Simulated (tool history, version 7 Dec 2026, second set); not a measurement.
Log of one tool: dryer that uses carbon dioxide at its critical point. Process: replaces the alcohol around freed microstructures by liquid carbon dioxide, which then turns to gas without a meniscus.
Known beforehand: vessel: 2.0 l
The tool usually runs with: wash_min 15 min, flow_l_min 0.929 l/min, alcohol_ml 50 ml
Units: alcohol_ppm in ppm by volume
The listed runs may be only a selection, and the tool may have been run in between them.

run   hour  wash_min  flow_l_min  alcohol_ml  alcohol_ppm
  1    0.0        15       0.929          50           70
  2   12.6        15       0.929          50           69
  3   31.4        15       0.929          50           74
  4   53.4        15       0.929          50           74
  5   65.3        15       0.929          38           69
  6   79.3        15       1.309          38           33
  7   93.6        15       1.309          38           33
  8  106.8        15       0.929          50           87
  9  132.5        15       0.929          50           78
 10  157.3        15       0.929          27           58
 11  175.7        11       0.929          50          312
 12  193.2        11       0.929          50          323
 13  217.2        11       0.929          50          320
 14  230.2        11       0.929          50          303
 15  257.4        11       0.929          50          340
 16  285.9        11       0.929          50          347
 17  304.3        11       0.929          50          360
 18  317.3        11       0.929          50          355
 19  330.2        11       0.929         111          763
 20  343.5        11       0.929         111          760
 21  370.6        15       0.929          50          120
 22  382.5        15       0.929          50          120
 23  405.8        13       1.464          31           61
 24  419.1        11       0.814         109         1347
     422.3  -- inlet filter changed
 25  437.5        11       0.814         109          893
 26  449.0        16       1.104          24           61
 27  474.9        16       1.104          24           55
 28  493.7        13       0.646          75          838
 29  508.2        13       0.646          75          832
 30  527.1        12       0.929          50          221
 31  554.2        12       0.929          50          221
 32  576.6        14       1.332          50           71
 33  592.3         9       0.587          41         1963
 34  611.4         9       0.587          41         1961
 35  638.2        10       0.635          41         1250
 36  661.9        10       0.635          41         1316
 37  678.2        10       0.635          41         1307
 38  694.3        10       0.635          41         1336
 39  719.4        20       0.949          23           72
 40  737.9        19       0.886          34           78
 41  757.3        19       0.886          48           89
 42  773.4        21       0.780          39           88
 43  800.9        21       0.780          39          104
 44  829.4        15       0.929         120          250

Each row is a separate what-if for the run after 44, all from the same tool condition, not one after another. Results?
     843.9  -- inlet filter changed
  A  857.0        17       0.591          50            ?
     843.9  -- inlet filter changed
  B  857.0        20       0.929          50            ?
     843.9  -- inlet filter changed
  C  857.0        15       0.929         114            ?

run  alcohol_ppm
  A          307
  B           85
  C          175
Without the tool's unlogged condition, the same runs would have read:
run  alcohol_ppm
  A          226
  B            7
  C           97

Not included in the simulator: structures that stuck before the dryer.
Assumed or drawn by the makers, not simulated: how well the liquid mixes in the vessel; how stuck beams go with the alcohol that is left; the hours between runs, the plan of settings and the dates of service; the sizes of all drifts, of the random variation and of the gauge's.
